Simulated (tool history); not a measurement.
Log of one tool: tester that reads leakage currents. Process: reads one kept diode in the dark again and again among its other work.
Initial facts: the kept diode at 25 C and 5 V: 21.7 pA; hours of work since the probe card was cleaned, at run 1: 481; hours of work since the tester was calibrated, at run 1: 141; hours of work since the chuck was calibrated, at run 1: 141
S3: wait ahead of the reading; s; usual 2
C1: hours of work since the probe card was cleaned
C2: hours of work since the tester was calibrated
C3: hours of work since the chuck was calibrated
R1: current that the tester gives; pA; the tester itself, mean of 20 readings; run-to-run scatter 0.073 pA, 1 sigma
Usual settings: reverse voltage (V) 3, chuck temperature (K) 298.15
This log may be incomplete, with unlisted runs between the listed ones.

{"run": 1, "hour": 0.0, "reverse voltage (V)": 3, "chuck temperature (K)": 298.15, "S3": 2, "C1": 481, "C2": 141, "C3": 141, "R1": 18.59}
{"run": 2, "hour": 27.7, "reverse voltage (V)": 3, "chuck temperature (K)": 298.15, "S3": 2, "C1": 501, "C2": 160, "C3": 160, "R1": 18.68}
{"run": 3, "hour": 78.5, "reverse voltage (V)": 3, "chuck temperature (K)": 305.15, "S3": 2, "C1": 536, "C2": 195, "C3": 195, "R1": 30.01}
{"run": 4, "hour": 105.2, "reverse voltage (V)": 3, "chuck temperature (K)": 305.15, "S3": 2, "C1": 554, "C2": 214, "C3": 214, "R1": 29.83}
{"run": 5, "hour": 164.4, "reverse voltage (V)": 3, "chuck temperature (K)": 305.15, "S3": 2, "C1": 596, "C2": 255, "C3": 255, "R1": 29.94}
{"run": 6, "hour": 203.5, "reverse voltage (V)": 3, "chuck temperature (K)": 298.15, "S3": 2, "C1": 623, "C2": 282, "C3": 282, "R1": 18.84}
{"run": 7, "hour": 261.4, "reverse voltage (V)": 7.1, "chuck temperature (K)": 298.15, "S3": 2, "C1": 663, "C2": 322, "C3": 322, "R1": 27.89}
{"run": 8, "hour": 291.3, "reverse voltage (V)": 7.1, "chuck temperature (K)": 298.15, "S3": 2, "C1": 684, "C2": 343, "C3": 343, "R1": 28.17}
{"run": 9, "hour": 327.8, "reverse voltage (V)": 3, "chuck temperature (K)": 298.15, "S3": 2, "C1": 709, "C2": 369, "C3": 369, "R1": 18.74}
{"run": 10, "hour": 371.5, "reverse voltage (V)": 3, "chuck temperature (K)": 299.15, "S3": 2, "C1": 739, "C2": 399, "C3": 399, "R1": 20.18}
{"run": 11, "hour": 410.8, "reverse voltage (V)": 3, "chuck temperature (K)": 298.15, "S3": 2.01, "C1": 767, "C2": 426, "C3": 426, "R1": 18.85}
{"run": 12, "hour": 440.6, "reverse voltage (V)": 3, "chuck temperature (K)": 298.15, "S3": 2.01, "C1": 787, "C2": 447, "C3": 447, "R1": 18.95}
{"run": 13, "hour": 501.3, "reverse voltage (V)": 3, "chuck temperature (K)": 298.15, "S3": 2.01, "C1": 829, "C2": 489, "C3": 489, "R1": 19.02}
{"run": 14, "hour": 560.2, "reverse voltage (V)": 3, "chuck temperature (K)": 298.15, "S3": 2.01, "C1": 870, "C2": 530, "C3": 530, "R1": 19}
{"run": 15, "hour": 591.0, "reverse voltage (V)": 3, "chuck temperature (K)": 298.15, "S3": 2, "C1": 892, "C2": 551, "C3": 551, "R1": 19.02}
{"run": 16, "hour": 647.7, "reverse voltage (V)": 3, "chuck temperature (K)": 298.15, "S3": 2, "C1": 931, "C2": 591, "C3": 591, "R1": 19.02}
{"run": 17, "hour": 703.2, "reverse voltage (V)": 3, "chuck temperature (K)": 298.15, "S3": 1.17, "C1": 970, "C2": 629, "C3": 629, "R1": 19.14}
{"run": 18, "hour": 737.8, "reverse voltage (V)": 3, "chuck temperature (K)": 298.15, "S3": 1.17, "C1": 994, "C2": 653, "C3": 653, "R1": 19.11}
{"run": 19, "hour": 779.0, "reverse voltage (V)": 3, "chuck temperature (K)": 298.15, "S3": 1.17, "C1": 1022, "C2": 682, "C3": 682, "R1": 19.27}
{"run": 20, "hour": 828.7, "reverse voltage (V)": 3, "chuck temperature (K)": 298.15, "S3": 1.17, "C1": 1057, "C2": 716, "C3": 716, "R1": 19.12}
{"run": 21, "hour": 872.5, "reverse voltage (V)": 1.36, "chuck temperature (K)": 300.15, "S3": 1.17, "C1": 1087, "C2": 747, "C3": 747, "R1": 15.34}
{"run": 22, "hour": 929.0, "reverse voltage (V)": 1.36, "chuck temperature (K)": 300.15, "S3": 1.17, "C1": 1126, "C2": 786, "C3": 786, "R1": 15.37}
{"run": 23, "hour": 973.4, "reverse voltage (V)": 1.36, "chuck temperature (K)": 300.15, "S3": 1.17, "C1": 1157, "C2": 817, "C3": 817, "R1": 15.33}
{"run": 24, "hour": 1027.2, "reverse voltage (V)": 1.75, "chuck temperature (K)": 309.15, "S3": 1.21, "C1": 1195, "C2": 854, "C3": 854, "R1": 30.94}
{"run": 25, "hour": 1084.7, "reverse voltage (V)": 1.75, "chuck temperature (K)": 309.15, "S3": 1.21, "C1": 1235, "C2": 894, "C3": 894, "R1": 30.6}
{"run": 26, "hour": 1113.4, "reverse voltage (V)": 16.51, "chuck temperature (K)": 329.15, "S3": 4.45, "C1": 1254, "C2": 914, "C3": 914, "R1": 272.04}
{"run": 27, "hour": 1173.1, "reverse voltage (V)": 3, "chuck temperature (K)": 303.15, "S3": 0.32, "C1": 1296, "C2": 955, "C3": 955, "R1": 27.28}
{"run": 28, "hour": 1200.7, "reverse voltage (V)": 3, "chuck temperature (K)": 318.15, "S3": 8.88, "C1": 1315, "C2": 975, "C3": 975, "R1": 68.53}
{"run": 29, "hour": 1249.4, "reverse voltage (V)": 5.22, "chuck temperature (K)": 297.15, "S3": 4.76, "C1": 1349, "C2": 1008, "C3": 1008, "R1": 24.02}
{"run": 30, "hour": 1290.2, "reverse voltage (V)": 2.78, "chuck temperature (K)": 322.15, "S3": 1.4, "C1": 1377, "C2": 1037, "C3": 1037, "R1": 84.76}
{"run": 31, "hour": 1337.4, "reverse voltage (V)": 3, "chuck temperature (K)": 329.15, "S3": 0.92, "C1": 1410, "C2": 1070, "C3": 1070, "R1": 132.57}
{"run": 32, "hour": 1367.9, "reverse voltage (V)": 1.7, "chuck temperature (K)": 303.15, "S3": 1.78, "C1": 1431, "C2": 1091, "C3": 1091, "R1": 20.46}
{"run": 33, "hour": 1418.4, "reverse voltage (V)": 3, "chuck temperature (K)": 304.15, "S3": 2, "C1": 1466, "C2": 1126, "C3": 1126, "R1": 28.43}
{"run": 34, "hour": 1479.3, "reverse voltage (V)": 3, "chuck temperature (K)": 294.15, "S3": 7.92, "C1": 1508, "C2": 1168, "C3": 1168, "R1": 15.3}

Forecast run 35:
{"run": 35, "hour": 1524.9, "reverse voltage (V)": 3.24, "chuck temperature (K)": 299.15, "S3": 0.48, "C1": 1540, "C2": 1200, "C3": 1200, "R1": "?"}

Run 35 produced R1 22.07 pA.
The same run, on a tool lacking any hidden state, would have yielded R1 20.2 pA.

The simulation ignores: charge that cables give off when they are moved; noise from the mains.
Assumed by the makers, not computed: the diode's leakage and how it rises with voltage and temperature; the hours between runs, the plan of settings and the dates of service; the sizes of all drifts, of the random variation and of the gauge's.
